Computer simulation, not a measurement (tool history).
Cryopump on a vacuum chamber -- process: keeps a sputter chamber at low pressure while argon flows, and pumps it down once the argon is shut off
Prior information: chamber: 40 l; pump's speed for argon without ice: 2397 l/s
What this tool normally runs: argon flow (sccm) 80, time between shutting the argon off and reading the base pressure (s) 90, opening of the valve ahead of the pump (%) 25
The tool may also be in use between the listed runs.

run,hour,argon flow (sccm),time between shutting the argon off and reading the base pressure (s),opening of the valve ahead of the pump (%),pressure while argon flows (Pa),pressure after the wait (uPa)
1,0.0,80,90,25,0.2279,0.58
2,16.7,80,90,25,0.2287,0.62
3,29.9,80,90,25,0.2297,0.61
4,47.5,80,90,25,0.2301,0.66
5,68.0,80,90,32,0.1801,0.64
6,80.9,80,90,32,0.1798,0.65
7,100.0,80,90,28,0.2071,0.63
8,115.3,80,90,28,0.2077,0.63
9,129.2,80,90,28,0.2068,0.62
10,143.1,80,90,25,0.2298,0.67
11,154.6,80,90,25,0.2317,0.68
12,166.3,80,43,25,0.2329,0.90
13,186.3,80,43,25,0.2303,0.91
14,201.0,80,43,25,0.2332,0.91
15,210.7,50,239,16,0.2234,0.54
16,228.0,50,239,16,0.2232,0.57
17,245.0,80,94,54,0.1112,0.69
18,255.0,80,94,54,0.1111,0.68
19,275.4,83,224,17,0.3525,0.58

Predict the results of run 20:
20,291.0,83,224,17,?,?

{"run 20": {"pressure while argon flows (Pa)": 0.3524, "pressure after the wait (uPa)": 0.55}}
Were there no unlogged condition in the tool, this run, its random variation unchanged, would have produced pressure while argon flows (Pa) 0.3451, pressure after the wait (uPa) 0.21.
